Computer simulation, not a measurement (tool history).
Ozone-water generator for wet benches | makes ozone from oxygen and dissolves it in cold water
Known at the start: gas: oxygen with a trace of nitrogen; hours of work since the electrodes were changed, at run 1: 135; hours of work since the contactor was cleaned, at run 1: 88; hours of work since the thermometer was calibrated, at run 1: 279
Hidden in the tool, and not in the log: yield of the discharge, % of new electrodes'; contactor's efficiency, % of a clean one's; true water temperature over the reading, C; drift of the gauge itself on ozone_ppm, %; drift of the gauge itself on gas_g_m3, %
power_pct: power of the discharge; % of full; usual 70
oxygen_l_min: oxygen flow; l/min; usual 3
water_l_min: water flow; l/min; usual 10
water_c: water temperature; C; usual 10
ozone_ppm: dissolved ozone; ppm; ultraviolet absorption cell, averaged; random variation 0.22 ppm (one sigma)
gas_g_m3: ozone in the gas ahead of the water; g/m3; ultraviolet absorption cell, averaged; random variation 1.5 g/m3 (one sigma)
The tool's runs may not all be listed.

run,day,power_pct,oxygen_l_min,water_l_min,water_c,hours of work since the electrodes were changed,hours of work since the contactor was cleaned,hours of work since the thermometer was calibrated,ozone_ppm,gas_g_m3
1,0,70,3,10,10,135,88,279,31.8,275.2
2,0.558,46,3,10,10,145,97,288,21.6,189.7
3,1.179,70,3,10,10,155,108,299,31.7,276.3
4,1.854,70,3,10,10,167,119,310,31.6,278.3
5,2.925,70,3,10,10,184,137,328,31.5,274.9
6,3.683,70,3,10,10,197,150,341,31.7,277.6
7,4.283,52,3,10,10,207,160,351,24.2,211.7
8,4.996,52,3,10,10,219,172,363,24,213
9,5.833,52,3,10,10,233,186,377,24.4,209.6
10,6.396,70,3,10,10,243,195,386,31.8,272.7
11,7.608,70,3,10,10,263,216,407,31.8,276
12,8.717,70,3,10,10,282,234,425,31.6,277.3
# day 8.804: water thermometer calibrated
13,9.788,70,3,10,10,299,252,16,31.6,274.5
14,11,70,3,14,10,319,272,37,22.4,275.2
15,11.962,70,2.53,14,10,336,288,53,22.2,303.1
16,12.538,70,3,10,10,345,298,63,31.8,276.4
17,13.267,70,3,10,10,357,310,75,31.8,273.4
18,14.483,70,3,10,10,378,331,95,31.5,274.6
19,15.7,70,3.27,10,10,398,351,116,31.1,261.7
20,16.267,63,3,10,10,408,360,125,28.8,249
# day 16.425: water thermometer calibrated, once more
21,17.146,70,3.05,6,10,422,375,12,48.4,272.2
22,18.033,78,3,9,8,437,390,27,39.4,302.5
23,18.742,78,3,9,8,449,402,39,38.9,303.2
24,19.483,84,3,6,8,461,414,51,59.7,321.8
25,20.171,54,3,10,13,473,426,63,23.7,217.5
26,20.704,54,2.16,7,10,482,434,72,35.2,263.5
27,21.362,99,1.94,15,8,493,446,83,27.7,494.9
28,21.925,59,2.54,15,8,502,455,92,17.8,261.9
29,22.779,47,1.68,16,6,517,469,107,12.9,275.8
30,24.021,64,1.68,16,6,537,490,127,16.7,362.4
31,24.912,40,2.44,7,18,552,505,142,23,189.8
32,25.533,40,3.64,9,18,563,515,153,18.2,147.4
33,26.171,70,3,15,16,573,526,163,19.1,271.7

3 ways to go on from here, each from the tool as it stands after run 33. What would each give?
A,26.946,70,4.05,10,6,586,539,176,?,?
B,26.946,60,1.58,15,16,586,539,176,?,?
C,26.946,70,3,14,16,586,539,176,?,?

run,ozone_ppm,gas_g_m3
A,32.2,227.1
B,15.8,357
C,20.8,274.4
Without the tool's hidden state the same runs would have given:
run,ozone_ppm,gas_g_m3
A,33.1,231
B,16.2,362.2
C,21.4,279.1

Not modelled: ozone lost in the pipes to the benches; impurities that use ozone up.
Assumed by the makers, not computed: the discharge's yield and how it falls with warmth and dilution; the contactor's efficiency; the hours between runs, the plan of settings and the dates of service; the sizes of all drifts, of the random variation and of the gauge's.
